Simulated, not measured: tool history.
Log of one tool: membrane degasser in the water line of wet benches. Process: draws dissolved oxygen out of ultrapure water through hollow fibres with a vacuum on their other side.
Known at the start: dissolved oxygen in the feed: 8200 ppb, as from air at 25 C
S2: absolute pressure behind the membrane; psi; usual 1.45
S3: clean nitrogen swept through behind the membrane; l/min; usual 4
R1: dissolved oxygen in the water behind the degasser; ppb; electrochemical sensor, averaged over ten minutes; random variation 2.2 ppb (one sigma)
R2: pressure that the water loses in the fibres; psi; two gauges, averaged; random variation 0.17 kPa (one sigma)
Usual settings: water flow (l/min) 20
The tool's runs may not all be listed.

run 1 hour=0 | water_flow_(l/min)=20 S2=1.45 S3=4 | R1=228 R2=4.268
run 2 hour=70.2 | water_flow_(l/min)=20 S2=2.07 S3=4 | R1=272.1 R2=4.253
run 3 hour=157 | water_flow_(l/min)=20 S2=1.45 S3=4 | R1=220.2 R2=4.266
run 4 hour=243.9 | water_flow_(l/min)=15 S2=1.45 S3=4 | R1=116.4 R2=3.176
run 5 hour=331.4 | water_flow_(l/min)=20 S2=1.45 S3=2 | R1=299.1 R2=4.241
run 6 hour=412.7 | water_flow_(l/min)=20 S2=1.45 S3=4 | R1=222.6 R2=4.247
run 7 hour=475 | water_flow_(l/min)=20 S2=1.45 S3=4 | R1=226.6 R2=4.215
run 8 hour=556.5 | water_flow_(l/min)=20 S2=1.45 S3=4 | R1=228.1 R2=4.283
run 9 hour=610.5 | water_flow_(l/min)=20 S2=1.45 S3=4 | R1=224.1 R2=4.247
run 10 hour=692.9 | water_flow_(l/min)=20 S2=1.45 S3=4 | R1=223.9 R2=4.279
run 11 hour=734.2 | water_flow_(l/min)=20 S2=1.45 S3=4 | R1=227 R2=4.221
run 12 hour=814.1 | water_flow_(l/min)=20 S2=1.45 S3=4 | R1=227.6 R2=4.251
run 13 hour=879.8 | water_flow_(l/min)=20 S2=3.54 S3=4 | R1=395.3 R2=4.273
run 14 hour=926.6 | water_flow_(l/min)=20 S2=3.54 S3=4 | R1=393.3 R2=4.215
run 15 hour=993.2 | water_flow_(l/min)=20 S2=1.45 S3=4 | R1=225.9 R2=4.273
run 16 hour=1040 | water_flow_(l/min)=20 S2=1.45 S3=4 | R1=225.2 R2=4.267
run 17 hour=1128.4 | water_flow_(l/min)=20 S2=1.39 S3=4 | R1=224 R2=4.251
run 18 hour=1205.8 | water_flow_(l/min)=19 S2=1.89 S3=1.97 | R1=343.7 R2=4.052
run 19 hour=1257.1 | water_flow_(l/min)=19 S2=1.23 S3=1.8 | R1=253.5 R2=4.044
run 20 hour=1297.8 | water_flow_(l/min)=13 S2=2.31 S3=1.71 | R1=256.6 R2=2.788
run 21 hour=1365.2 | water_flow_(l/min)=20 S2=1.57 S3=4.8 | R1=224.5 R2=4.287
run 22 hour=1414.2 | water_flow_(l/min)=20 S2=1.57 S3=4.8 | R1=227.5 R2=4.212
run 23 hour=1470.2 | water_flow_(l/min)=17 S2=1.45 S3=3.67 | R1=166.4 R2=3.64
run 24 hour=1510.2 | water_flow_(l/min)=26 S2=0.88 S3=2.12 | R1=390.6 R2=5.581
run 25 hour=1581.3 | water_flow_(l/min)=26 S2=0.88 S3=2.12 | R1=383.4 R2=5.571
run 26 hour=1644.4 | water_flow_(l/min)=23 S2=0.88 S3=7.33 | R1=241.6 R2=4.936
run 27 hour=1706.7 | water_flow_(l/min)=17 S2=0.88 S3=8.83 | R1=99.6 R2=3.598
run 28 hour=1773.3 | water_flow_(l/min)=17 S2=0.88 S3=8.83 | R1=100.1 R2=3.656
run 29 hour=1853.6 | water_flow_(l/min)=21 S2=1.81 S3=3.71 | R1=296.2 R2=4.47
run 30 hour=1891.2 | water_flow_(l/min)=20 S2=1.1 S3=9.82 | R1=169.1 R2=4.264
run 31 hour=1926.9 | water_flow_(l/min)=32 S2=1.86 S3=1.7 | R1=851 R2=6.876
run 32 hour=1972.7 | water_flow_(l/min)=17 S2=1.02 S3=3.53 | R1=133 R2=3.626
run 33 hour=2012.9 | water_flow_(l/min)=24 S2=3.16 S3=4.21 | R1=483.4 R2=5.1

Not shown: 1 entry that the log had between the listed runs. Between which runs, and how does the tool's hidden state differ before and after?
Between runs 24 and 25: vacuum gauge calibrated (hour 1567.9)
  true pressure behind the membrane over the reading, kPa: 0.21 -> 0; air that leaks in behind the membrane, l/min: 0.0149 -> 0.0152
  measured less the result without the state, R1: +25.7 -> +20.4 ppb; R2: +0.109 -> +0.112 psi
